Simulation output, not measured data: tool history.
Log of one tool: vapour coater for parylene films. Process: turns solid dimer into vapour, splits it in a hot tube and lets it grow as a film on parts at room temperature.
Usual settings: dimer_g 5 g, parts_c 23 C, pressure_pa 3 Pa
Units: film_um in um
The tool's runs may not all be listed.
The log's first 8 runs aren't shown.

run     day  dimer_g  parts_c  pressure_pa  film_um
  9   3.296        5       16            3    1.207
 10   3.908        5       16            3    1.198
 11   4.333        5       23            3    0.968
      4.904  -- trap's valve overhauled
 12   4.904        5       23        10.02    0.842
 13   5.358        5       22            3    0.949
 14   5.858        5       22            3    0.943
 15   6.483        2       23            3    0.375
 16   6.958        2       23            3    0.361
 17    7.45        2       23            3    0.372
      8.067  -- trap's valve overhauled, once more
 18   8.067        6       27         6.52    1.112
 19   8.638        6       27         6.52    1.105
 20   9.062        3       23        11.05    0.613
 21   9.567        3       23        11.05    0.597
 22  10.004        4       22        11.05     0.82
 23  10.596        6       17            3    1.577
 24  11.146        2       18         2.03    0.524
 25  11.567        7       18         2.03    1.842
 26  11.833        7       27         4.14    1.325

Run 27 comes next. What will it give?
 27  12.2        4       23         3.46        ?

Run 27 gave film_um 0.863 um.
Without the tool's hidden state the same run would have given film_um 0.871 um.
